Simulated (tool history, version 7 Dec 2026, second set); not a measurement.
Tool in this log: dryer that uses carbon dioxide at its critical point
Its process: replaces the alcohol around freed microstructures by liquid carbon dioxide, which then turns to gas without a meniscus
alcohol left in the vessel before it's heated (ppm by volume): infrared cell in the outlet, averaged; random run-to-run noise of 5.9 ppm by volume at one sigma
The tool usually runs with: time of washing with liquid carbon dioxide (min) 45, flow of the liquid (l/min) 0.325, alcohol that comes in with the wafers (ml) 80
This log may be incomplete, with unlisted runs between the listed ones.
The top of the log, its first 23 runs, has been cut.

run,day,time of washing with liquid carbon dioxide (min),flow of the liquid (l/min),alcohol that comes in with the wafers (ml),alcohol left in the vessel before it's heated (ppm by volume)
24,7.008,45,0.325,57,242
25,7.421,45,0.325,57,243
26,7.729,45,0.325,27,132
27,8.025,46,0.319,80,320
28,8.35,45,0.449,50,72
29,8.542,45,0.238,38,563
30,8.925,60,0.473,27,36
31,9.121,63,0.379,80,58
32,9.508,45,0.395,20,74
33,9.788,64,0.221,89,418
34,10.188,62,0.221,43,258
35,10.5,62,0.233,43,228
36,10.812,56,0.202,63,780
37,11.154,59,0.527,92,49
38,11.45,59,0.527,92,52
39,11.704,31,0.527,51,166
40,12.058,49,0.284,27,181
41,12.388,49,0.284,27,182
42,12.608,49,0.45,114,97
43,13,45,0.307,33,231
44,13.338,45,0.294,80,580
45,13.675,45,0.294,80,550
46,14.083,45,0.294,80,559

3 options for the next run, each taken on its own from the tool as it stands now. Forecast them:
A,14.325,72,0.463,43,?
B,14.325,38,0.487,52,?
C,14.325,35,0.302,113,?

run,alcohol left in the vessel before it's heated (ppm by volume)
A,61
B,118
C,1784
Take away the tool's hidden state, keep each run's random variation, and the runs would have read:
run,alcohol left in the vessel before it's heated (ppm by volume)
A,9
B,39
C,1254

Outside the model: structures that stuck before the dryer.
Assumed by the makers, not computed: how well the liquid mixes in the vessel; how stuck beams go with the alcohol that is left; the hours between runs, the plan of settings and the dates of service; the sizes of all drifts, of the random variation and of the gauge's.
